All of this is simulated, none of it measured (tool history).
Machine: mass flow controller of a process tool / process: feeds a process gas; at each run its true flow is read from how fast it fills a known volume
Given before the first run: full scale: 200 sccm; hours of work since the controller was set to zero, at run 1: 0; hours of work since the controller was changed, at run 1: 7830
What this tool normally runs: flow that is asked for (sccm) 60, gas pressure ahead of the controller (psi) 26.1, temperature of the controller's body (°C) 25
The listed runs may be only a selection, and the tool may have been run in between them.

run    hour  flow that is asked for (sccm)  gas pressure ahead of the controller (psi)  temperature of the controller's body (°C)  hours of work since the controller was set to zero  hours of work since the controller was changed  true flow (%)
  1     0.0                             60                                        26.1                                         25                                                   0                                            7830          98.71
  2   177.9                             60                                        26.1                                         36                                                 125                                            7955          97.43
  3   307.7                             60                                        26.1                                         36                                                 217                                            8047          97.43
  4   518.1                             60                                        26.8                                         25                                                 365                                            8195          98.57
  5   755.1                             60                                        26.8                                         25                                                 532                                            8362          98.43
      845.8  -- controller exchanged for a calibrated one
  6  1013.9                             60                                        26.8                                         25                                                 119                                             119          98.67
  7  1159.4                             60                                        26.8                                         25                                                 221                                             221          98.54
  8  1402.7                             60                                        28.4                                         25                                                 393                                             393          98.54
  9  1668.8                             22                                        28.4                                         25                                                 580                                             580          98.11
 10  1817.8                             60                                        26.1                                         25                                                 685                                             685          98.54
 11  2090.7                             60                                        26.1                                         25                                                 878                                             878          98.49
 12  2346.4                             60                                        26.1                                         25                                                1058                                            1058          98.54
 13  2559.9                             33                                        26.1                                         25                                                1208                                            1208          98.20
 14  2711.5                             33                                        26.1                                         25                                                1315                                            1315          98.13
 15  2843.3                             33                                        26.1                                         25                                                1408                                            1408          98.34
 16  3021.0                             33                                        26.1                                         25                                                1533                                            1533          98.19
 17  3309.0                             60                                        26.1                                         25                                                1736                                            1736          98.56
 18  3588.1                             60                                        26.1                                         25                                                1933                                            1933          98.49
 19  3720.7                             68                                        26.1                                         25                                                2027                                            2027          98.60
 20  3962.3                             60                                        34.5                                         36                                                2197                                            2197          97.58
 21  4216.2                            120                                        26.1                                         25                                                2376                                            2376          99.18
 22  4427.3                             60                                        31.5                                         25                                                2525                                            2525          98.58
 23  4676.6                             60                                        31.5                                         25                                                2700                                            2700          98.47
 24  4844.0                             60                                        31.5                                         25                                                2818                                            2818          98.63
 25  5056.8                             31                                        28.6                                         25                                                2968                                            2968          98.34
 26  5272.7                             31                                        28.6                                         25                                                3121                                            3121          98.29
 27  5432.6                             83                                        26.1                                         25                                                3233                                            3233          98.71
 28  5710.8                            108                                        22.5                                         37                                                3430                                            3430          97.94
 29  5989.4                             55                                        26.1                                         29                                                3626                                            3626          98.08
 30  6230.7                             60                                        32.2                                         37                                                3796                                            3796          97.25
 31  6497.0                             60                                        32.2                                         37                                                3984                                            3984          97.22
 32  6670.1                             80                                        34.2                                         30                                                4106                                            4106          98.30
 33  6852.1                             80                                        34.2                                         30                                                4234                                            4234          98.32
 34  6985.6                             80                                        34.5                                         39                                                4328                                            4328          97.34
 35  7188.6                             30                                        22.0                                         25                                                4471                                            4471          98.23

Hidden state at the last listed run before each entry between runs and at the first one after, where it differs:
Runs 5 to 6: controller exchanged for a calibrated one (hour 845.8)
  flow at rest that the sensor doesn't see, % of full scale: -0.001 -> 0; true flow over the shown one, %: 0.01 -> 0
